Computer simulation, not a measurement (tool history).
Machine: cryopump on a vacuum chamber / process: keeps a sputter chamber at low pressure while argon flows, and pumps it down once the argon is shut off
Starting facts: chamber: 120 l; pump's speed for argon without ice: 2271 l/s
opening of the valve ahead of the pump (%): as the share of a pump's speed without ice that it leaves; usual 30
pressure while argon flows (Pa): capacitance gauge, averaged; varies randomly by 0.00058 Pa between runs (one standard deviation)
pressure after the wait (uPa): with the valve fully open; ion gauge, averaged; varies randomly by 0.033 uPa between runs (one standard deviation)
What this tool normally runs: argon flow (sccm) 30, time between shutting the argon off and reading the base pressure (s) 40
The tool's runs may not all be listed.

run,hour,argon flow (sccm),time between shutting the argon off and reading the base pressure (s),opening of the valve ahead of the pump (%),pressure while argon flows (Pa),pressure after the wait (uPa)
1,0.0,30,40,30,0.0762,2.25
2,69.6,30,40,30,0.0758,2.21
3,142.8,30,61,30,0.0763,1.75
4,197.0,30,40,30,0.0754,2.27
5,256.8,30,40,30,0.0770,2.27
6,323.6,30,40,31,0.0750,2.26
7,366.8,30,40,31,0.0759,2.31
8,443.0,30,40,31,0.0758,2.45
9,522.0,30,40,31,0.0765,2.46
10,615.9,30,40,39,0.0621,2.48
11,715.9,49,37,41,0.0974,2.65
12,805.4,49,37,41,0.1011,2.66
13,904.8,17,67,30,0.0465,1.96
14,989.2,17,67,30,0.0459,2.03
15,1049.5,12,67,36,0.0281,2.07
# hour 1122.4: pump warmed up, emptied and cooled again
16,1152.4,30,133,31,0.0728,1.29
17,1240.9,30,260,22,0.1035,1.13
18,1322.1,30,260,22,0.1032,1.15

Each row is a separate what-if for the run after 18, all from the same tool condition, not one after another. Results?
A,1419.9,22,286,30,?,?
B,1419.9,13,47,43,?,?
C,1419.9,48,260,22,?,?
D,1419.9,44,40,30,?,?

run,pressure while argon flows (Pa),pressure after the wait (uPa)
A,0.0567,1.18
B,0.0245,2.32
C,0.1662,1.24
D,0.1130,2.50
What these runs would have given with no unlogged condition in the tool:
run,pressure while argon flows (Pa),pressure after the wait (uPa)
A,0.0546,0.37
B,0.0233,1.50
C,0.1617,0.41
D,0.1089,1.71
